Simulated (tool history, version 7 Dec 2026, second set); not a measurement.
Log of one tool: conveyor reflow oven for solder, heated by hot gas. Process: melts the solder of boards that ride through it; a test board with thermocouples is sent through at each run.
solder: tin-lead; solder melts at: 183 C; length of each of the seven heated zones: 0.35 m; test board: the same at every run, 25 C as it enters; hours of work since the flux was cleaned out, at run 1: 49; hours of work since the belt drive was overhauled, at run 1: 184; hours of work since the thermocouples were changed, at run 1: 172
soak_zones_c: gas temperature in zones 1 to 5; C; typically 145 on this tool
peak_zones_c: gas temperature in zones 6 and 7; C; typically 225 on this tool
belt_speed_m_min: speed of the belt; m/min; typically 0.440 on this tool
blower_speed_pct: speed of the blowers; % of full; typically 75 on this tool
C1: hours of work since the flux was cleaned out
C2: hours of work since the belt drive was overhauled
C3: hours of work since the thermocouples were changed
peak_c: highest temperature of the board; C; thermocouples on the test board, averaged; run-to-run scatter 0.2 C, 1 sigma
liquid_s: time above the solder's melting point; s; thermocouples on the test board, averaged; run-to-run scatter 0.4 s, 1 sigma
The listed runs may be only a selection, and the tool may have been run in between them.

run 1 hour=0.0 | soak_zones_c=145 peak_zones_c=225 belt_speed_m_min=0.440 blower_speed_pct=75 | C1=49 C2=184 C3=172 | peak_c=210.6 liquid_s=68.3
run 2 hour=11.5 | soak_zones_c=155 peak_zones_c=225 belt_speed_m_min=0.440 blower_speed_pct=75 | C1=56 C2=190 C3=179 | peak_c=212.6 liquid_s=75.2
run 3 hour=19.9 | soak_zones_c=145 peak_zones_c=225 belt_speed_m_min=0.440 blower_speed_pct=56 | C1=61 C2=196 C3=184 | peak_c=204.5 liquid_s=57.5
run 4 hour=32.9 | soak_zones_c=145 peak_zones_c=225 belt_speed_m_min=0.440 blower_speed_pct=56 | C1=69 C2=203 C3=192 | peak_c=204.5 liquid_s=57.5
run 5 hour=40.7 | soak_zones_c=145 peak_zones_c=225 belt_speed_m_min=0.440 blower_speed_pct=56 | C1=74 C2=208 C3=196 | peak_c=204.3 liquid_s=57.0
run 6 hour=54.6 | soak_zones_c=145 peak_zones_c=225 belt_speed_m_min=0.359 blower_speed_pct=75 | C1=82 C2=217 C3=205 | peak_c=215.6 liquid_s=93.4
run 7 hour=61.0 | soak_zones_c=145 peak_zones_c=225 belt_speed_m_min=0.480 blower_speed_pct=75 | C1=86 C2=220 C3=209 | peak_c=208.4 liquid_s=59.2
run 8 hour=73.8 | soak_zones_c=145 peak_zones_c=225 belt_speed_m_min=0.480 blower_speed_pct=75 | C1=94 C2=228 C3=216 | peak_c=208.3 liquid_s=58.7
run 9 hour=85.5 | soak_zones_c=145 peak_zones_c=225 belt_speed_m_min=0.480 blower_speed_pct=75 | C1=101 C2=235 C3=223 | peak_c=208.6 liquid_s=59.3
run 10 hour=98.3 | soak_zones_c=145 peak_zones_c=225 belt_speed_m_min=0.480 blower_speed_pct=75 | C1=109 C2=243 C3=231 | peak_c=208.5 liquid_s=59.2
run 11 hour=108.9 | soak_zones_c=145 peak_zones_c=225 belt_speed_m_min=0.480 blower_speed_pct=75 | C1=115 C2=249 C3=238 | peak_c=208.4 liquid_s=59.2
run 12 hour=118.4 | soak_zones_c=145 peak_zones_c=225 belt_speed_m_min=0.480 blower_speed_pct=75 | C1=121 C2=255 C3=243 | peak_c=208.6 liquid_s=59.0
run 13 hour=129.3 | soak_zones_c=145 peak_zones_c=225 belt_speed_m_min=0.480 blower_speed_pct=75 | C1=127 C2=262 C3=250 | peak_c=208.7 liquid_s=58.6
run 14 hour=138.9 | soak_zones_c=145 peak_zones_c=225 belt_speed_m_min=0.440 blower_speed_pct=75 | C1=133 C2=268 C3=256 | peak_c=210.9 liquid_s=67.9
run 15 hour=145.7 | soak_zones_c=145 peak_zones_c=225 belt_speed_m_min=0.440 blower_speed_pct=75 | C1=137 C2=272 C3=260 | peak_c=210.9 liquid_s=68.1

Run 16 is up next; what results do you expect?
run 16 hour=153.2 | soak_zones_c=145 peak_zones_c=225 belt_speed_m_min=0.440 blower_speed_pct=75 | C1=142 C2=276 C3=264 | peak_c=? liquid_s=?

Logged for run 16: peak_c 210.9 C, liquid_s 68.1 s.
Had the tool carried no hidden state, the very same run would have given peak_c 210.9 C, liquid_s 68.1 s.
